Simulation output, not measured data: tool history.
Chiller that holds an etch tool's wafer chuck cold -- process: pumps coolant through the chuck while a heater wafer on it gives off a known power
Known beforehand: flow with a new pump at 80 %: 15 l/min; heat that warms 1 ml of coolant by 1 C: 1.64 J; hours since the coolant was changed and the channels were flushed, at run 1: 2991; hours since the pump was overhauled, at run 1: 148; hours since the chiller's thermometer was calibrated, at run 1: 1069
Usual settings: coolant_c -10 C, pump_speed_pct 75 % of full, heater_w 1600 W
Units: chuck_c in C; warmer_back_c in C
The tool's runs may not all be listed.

run     day  coolant_c  pump_speed_pct  heater_w  hours since the coolant was changed and the channels were flushed  hours since the pump was overhauled  hours since the chiller's thermometer was calibrated  chuck_c  warmer_back_c
  1   0.000        -10              75      1600                                                               2991                                  148                                                  1069      3.4           4.19
  2   1.438        -10              75      1600                                                               3026                                  183                                                  1103      3.3           4.17
  3   2.262        -19              75      1600                                                               3046                                  203                                                  1123     -5.6           4.16
  4   3.633        -10              75      2051                                                               3078                                  235                                                  1156      7.0           5.40
  5   4.629        -10              75      2051                                                               3102                                  259                                                  1180      7.1           5.34
  6   6.058        -10              75      2051                                                               3137                                  294                                                  1214      7.2           5.32
  7   7.488        -10              75      2051                                                               3171                                  328                                                  1248      7.0           5.33
  8   8.888        -10              75      2051                                                               3205                                  362                                                  1282      7.1           5.39
  9  10.054        -10              75      2051                                                               3233                                  390                                                  1310      7.1           5.35
 10  11.471        -10              75      2051                                                               3267                                  424                                                  1344      7.0           5.34
 11  12.950        -10              75      2051                                                               3302                                  459                                                  1379      7.0           5.30
 12  14.192        -10              75      2051                                                               3332                                  489                                                  1409      7.2           5.38
 13  15.583        -10              75      2051                                                               3365                                  522                                                  1443      6.9           5.32
 14  17.100        -10              76      1600                                                               3402                                  559                                                  1479      3.1           4.09
 15  18.462        -10              76      1600                                                               3434                                  591                                                  1512      3.2           4.13
 16  19.971        -18              75      1600                                                               3471                                  628                                                  1548     -4.7           4.14
 17  21.012        -18              75      1586                                                               3496                                  653                                                  1573     -4.8           4.14
 18  22.508        -18              75      1586                                                               3531                                  688                                                  1609     -4.7           4.14
 19  23.796        -18              75      1586                                                               3562                                  719                                                  1640     -4.8           4.07
 20  24.888        -15              75      1419                                                               3589                                  746                                                  1666     -3.1           3.71
 21  26.342         -8              63       920                                                               3623                                  780                                                  1701      0.4           2.85
 22  27.358        -10              66      1024                                                               3648                                  805                                                  1725     -1.0           3.08
 23  28.858        -10              66      1024                                                               3684                                  841                                                  1761     -0.8           3.04
 24  29.621         -6              68      1845                                                               3702                                  859                                                  1780     10.2           5.25
 25  30.717        -13              78      1392                                                               3728                                  885                                                  1806     -1.7           3.48
 26  31.408        -13              78      1392                                                               3745                                  902                                                  1823     -1.6           3.45
 27  32.621        -13              98      1392                                                               3774                                  931                                                  1852     -2.9           2.81
 28  33.729        -13              90      1392                                                               3801                                  958                                                  1878     -2.5           3.04
 29  34.571        -10              64      1657                                                               3821                                  978                                                  1898      4.8           5.04
 30  35.938        -10              73      1048                                                               3854                                 1011                                                  1931     -1.2           2.79
 31  37.167        -10              73      1048                                                               3883                                 1040                                                  1961     -1.1           2.82
 32  38.246         -6              73      1920                                                               3909                                 1066                                                  1987     10.1           5.15

Below are 4 alternative next runs, each starting from the tool's condition after run 32. Predict each:
  A  39.196         -6              73      2347                                                               3932                                 1089                                                  2009        ?              ?
  B  39.196        -10              85      1600                                                               3932                                 1089                                                  2009        ?              ?
  C  39.196         -6              89      1398                                                               3932                                 1089                                                  2009        ?              ?
  D  39.196         -6              73      1291                                                               3932                                 1089                                                  2009        ?              ?

run  chuck_c  warmer_back_c
  A     13.9           6.30
  B      2.6           3.74
  C      4.6           3.05
  D      4.9           3.54
Take away the tool's hidden state, keep each run's random variation, and the runs would have read:
run  chuck_c  warmer_back_c
  A     13.9           6.29
  B      2.6           3.73
  C      4.6           3.05
  D      4.9           3.53

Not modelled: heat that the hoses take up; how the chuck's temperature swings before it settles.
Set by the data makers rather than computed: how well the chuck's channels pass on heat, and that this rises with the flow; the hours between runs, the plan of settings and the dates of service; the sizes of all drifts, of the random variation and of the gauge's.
